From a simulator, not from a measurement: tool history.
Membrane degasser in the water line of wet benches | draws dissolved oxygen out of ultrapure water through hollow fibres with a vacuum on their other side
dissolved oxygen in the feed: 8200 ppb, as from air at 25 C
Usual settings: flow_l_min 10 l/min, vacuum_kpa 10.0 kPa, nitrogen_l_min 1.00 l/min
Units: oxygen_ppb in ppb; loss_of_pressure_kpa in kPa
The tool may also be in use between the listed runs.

| run | hour | flow_l_min | vacuum_kpa | nitrogen_l_min | oxygen_ppb | loss_of_pressure_kpa |
|---|---|---|---|---|---|---|
| 1 | 0.0 | 10 | 10.0 | 1.00 | 475.2 | 68.93 |
| 2 | 85.4 | 10 | 10.0 | 1.00 | 473.9 | 68.86 |
| 3 | 259.2 | 10 | 12.2 | 1.00 | 508.7 | 68.88 |
| 4 | 391.2 | 10 | 12.2 | 1.00 | 517.9 | 68.81 |
| 5 | 559.6 | 10 | 10.0 | 1.00 | 476.0 | 68.86 |
| 6 | 673.1 | 10 | 10.0 | 1.00 | 476.9 | 69.21 |
| 7 | 822.1 | 10 | 10.0 | 1.00 | 476.6 | 68.99 |
| 8 | 967.4 | 10 | 10.0 | 1.00 | 467.7 | 69.51 |
| 9 | 1077.5 | 10 | 12.9 | 1.00 | 533.6 | 69.27 |
| 10 | 1244.4 | 10 | 10.0 | 1.29 | 441.4 | 69.34 |
| 11 | 1403.2 | 10 | 10.0 | 1.29 | 444.4 | 69.12 |
| 12 | 1512.4 | 10 | 10.0 | 1.29 | 443.2 | 69.29 |
| 13 | 1638.6 | 10 | 10.0 | 1.29 | 447.1 | 69.11 |
| 14 | 1752.5 | 10 | 10.0 | 0.57 | 566.1 | 68.98 |
| 15 | 1874.1 | 10 | 10.0 | 0.57 | 578.9 | 68.80 |
| 16 | 2049.4 | 10 | 10.0 | 0.57 | 573.6 | 69.37 |
| 17 | 2127.0 | 6 | 11.2 | 0.88 | 281.7 | 41.04 |
| 18 | 2201.6 | 6 | 21.8 | 2.57 | 259.0 | 41.35 |
| 19 | 2332.1 | 8 | 6.9 | 0.70 | 334.1 | 55.36 |
| 20 | 2431.3 | 7 | 20.3 | 0.41 | 791.4 | 48.01 |
| 21 | 2609.7 | 7 | 20.3 | 0.41 | 797.3 | 48.19 |
| 22 | 2791.1 | 10 | 10.0 | 1.69 | 421.0 | 69.29 |
| 23 | 2919.7 | 10 | 10.0 | 1.69 | 411.0 | 68.85 |
| 24 | 3085.1 | 10 | 10.0 | 1.62 | 419.2 | 69.55 |
| 25 | 3229.0 | 10 | 10.0 | 1.62 | 419.4 | 69.07 |
| 26 | 3337.0 | 6 | 10.0 | 1.00 | 246.1 | 41.17 |
| 27 | 3514.9 | 6 | 10.0 | 2.03 | 204.5 | 41.56 |
| 28 | 3638.1 | 15 | 19.8 | 1.31 | 899.8 | 103.17 |
| 29 | 3738.7 | 8 | 6.4 | 1.07 | 295.2 | 54.75 |
| 30 | 3902.4 | 8 | 6.4 | 1.07 | 293.0 | 55.02 |
| 31 | 4013.5 | 8 | 10.0 | 0.86 | 380.5 | 55.29 |

Taken out of this log: 2 entries between the listed runs. Where each belongs, and how the hidden state differs across it:
Between runs 1 and 2: vacuum gauge calibrated (hour 67.3)
  true pressure behind the membrane over the reading, kPa: 0.01 -> 0; air that leaks in behind the membrane, l/min: 0.0024 -> 0.0025
Between runs 2 and 3: seals of the vacuum lines changed (hour 244.4)
  air that leaks in behind the membrane, l/min: 0.0025 -> 0.002
